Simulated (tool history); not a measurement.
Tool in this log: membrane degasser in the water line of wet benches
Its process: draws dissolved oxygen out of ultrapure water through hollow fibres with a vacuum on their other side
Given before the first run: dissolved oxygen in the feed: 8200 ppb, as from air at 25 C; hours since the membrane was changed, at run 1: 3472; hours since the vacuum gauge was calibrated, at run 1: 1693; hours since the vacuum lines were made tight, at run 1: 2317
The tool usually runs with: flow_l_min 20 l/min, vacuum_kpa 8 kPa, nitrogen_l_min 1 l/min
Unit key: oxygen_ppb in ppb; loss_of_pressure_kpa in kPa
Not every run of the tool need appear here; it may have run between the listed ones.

| run | hour | flow_l_min | vacuum_kpa | nitrogen_l_min | hours since the membrane was changed | hours since the vacuum gauge was calibrated | hours since the vacuum lines were made tight | oxygen_ppb | loss_of_pressure_kpa |
|---|---|---|---|---|---|---|---|---|---|
| 1 | 0 | 20 | 8 | 1 | 3472 | 1693 | 2317 | 476 | 61.17 |
| 2 | 115.8 | 20 | 8 | 1 | 3588 | 1809 | 2433 | 477 | 61.46 |
| 3 | 210.5 | 20 | 8 | 1 | 3683 | 1904 | 2528 | 467.5 | 61.33 |
| 4 | 331.3 | 20 | 16.74 | 1 | 3803 | 2025 | 2648 | 806.3 | 61.66 |
| 5 | 415.9 | 20 | 16.74 | 1 | 3888 | 2109 | 2733 | 815.9 | 61.46 |
| 6 | 547.2 | 20 | 18.08 | 1 | 4019 | 2240 | 2864 | 864.1 | 61.61 |
| 7 | 611.4 | 20 | 18.08 | 1 | 4083 | 2305 | 2928 | 873.9 | 61.32 |
| 8 | 691.8 | 20 | 8 | 1 | 4164 | 2385 | 3009 | 472.6 | 61.55 |
| 9 | 793.4 | 20 | 5.72 | 1 | 4265 | 2487 | 3110 | 385.1 | 61.73 |
| 10 | 863.1 | 20 | 5.72 | 1 | 4335 | 2556 | 3180 | 382.2 | 61.38 |
| 11 | 946.4 | 20 | 8 | 1 | 4418 | 2640 | 3263 | 473.4 | 61.4 |
| 12 | 1055 | 20 | 8 | 1 | 4527 | 2748 | 3372 | 480.7 | 61.69 |
| 13 | 1144.2 | 20 | 19.55 | 1 | 4616 | 2837 | 3461 | 934 | 61.22 |
|  | 1153.5 | vacuum gauge calibrated |
| 14 | 1239.1 | 20 | 19.55 | 1 | 4711 | 86 | 3556 | 910.5 | 61.63 |
| 15 | 1340 | 20 | 19.55 | 1 | 4811 | 186 | 3656 | 937.8 | 61.45 |
| 16 | 1437.8 | 20 | 8 | 1.12 | 4909 | 284 | 3754 | 457.1 | 61.75 |
| 17 | 1547.8 | 26 | 7.11 | 1 | 5019 | 394 | 3864 | 718.6 | 80.55 |
| 18 | 1663.3 | 21 | 9.99 | 1 | 5135 | 510 | 3980 | 614 | 64.92 |
| 19 | 1796.8 | 15 | 12.82 | 1.9 | 5268 | 643 | 4113 | 302.5 | 46.32 |
|  | 1832.4 | vacuum gauge calibrated, once more |
| 20 | 1864.1 | 15 | 12.82 | 1.9 | 5335 | 32 | 4180 | 294.4 | 46.14 |
| 21 | 2013.4 | 18 | 5.35 | 1.22 | 5484 | 181 | 4329 | 277.3 | 55.47 |
| 22 | 2166.5 | 20 | 9.36 | 2.81 | 5638 | 334 | 4483 | 376.8 | 62.11 |
| 23 | 2273 | 20 | 9.36 | 2.81 | 5744 | 441 | 4589 | 379.6 | 61.65 |
| 24 | 2372 | 23 | 5.06 | 1.72 | 5843 | 540 | 4688 | 448.2 | 71.54 |
| 25 | 2438.3 | 24 | 18.85 | 2.87 | 5909 | 606 | 4754 | 708.3 | 74.41 |
| 26 | 2529.9 | 21 | 17.38 | 0.73 | 6001 | 697 | 4846 | 1051.7 | 64.93 |
| 27 | 2665.4 | 21 | 17.38 | 0.73 | 6136 | 833 | 4981 | 1049.1 | 65.02 |
| 28 | 2790.3 | 12 | 17.38 | 0.43 | 6261 | 958 | 5106 | 835.3 | 37.36 |
| 29 | 2858.4 | 12 | 6.71 | 0.66 | 6329 | 1026 | 5174 | 198.3 | 36.91 |
| 30 | 2922.1 | 13 | 5.47 | 2.34 | 6393 | 1090 | 5238 | 105.1 | 40.01 |
| 31 | 3032.7 | 22 | 19.08 | 2.34 | 6504 | 1200 | 5349 | 676.6 | 68.43 |
| 32 | 3118.8 | 22 | 19.08 | 2.34 | 6590 | 1286 | 5435 | 670.2 | 68.25 |

Below are 4 alternative next runs, each starting from the tool's condition after run 32. Predict each:
| A | 3237.1 | 21 | 8.28 | 1.3 | 6708 | 1405 | 5553 | ? | ? |
| B | 3237.1 | 19 | 5.62 | 1 | 6708 | 1405 | 5553 | ? | ? |
| C | 3237.1 | 30 | 5.59 | 1.33 | 6708 | 1405 | 5553 | ? | ? |
| D | 3237.1 | 15 | 18.46 | 0.51 | 6708 | 1405 | 5553 | ? | ? |

| run | oxygen_ppb | loss_of_pressure_kpa |
|---|---|---|
| A | 489.4 | 65.07 |
| B | 347.6 | 58.75 |
| C | 794.8 | 93.43 |
| D | 973.4 | 46.69 |
With the hidden condition removed and each run's random variation left untouched, the same runs would have given:
| run | oxygen_ppb | loss_of_pressure_kpa |
|---|---|---|
| A | 461.3 | 63.39 |
| B | 323.9 | 57.23 |
| C | 750.3 | 91.03 |
| D | 953.1 | 45.49 |
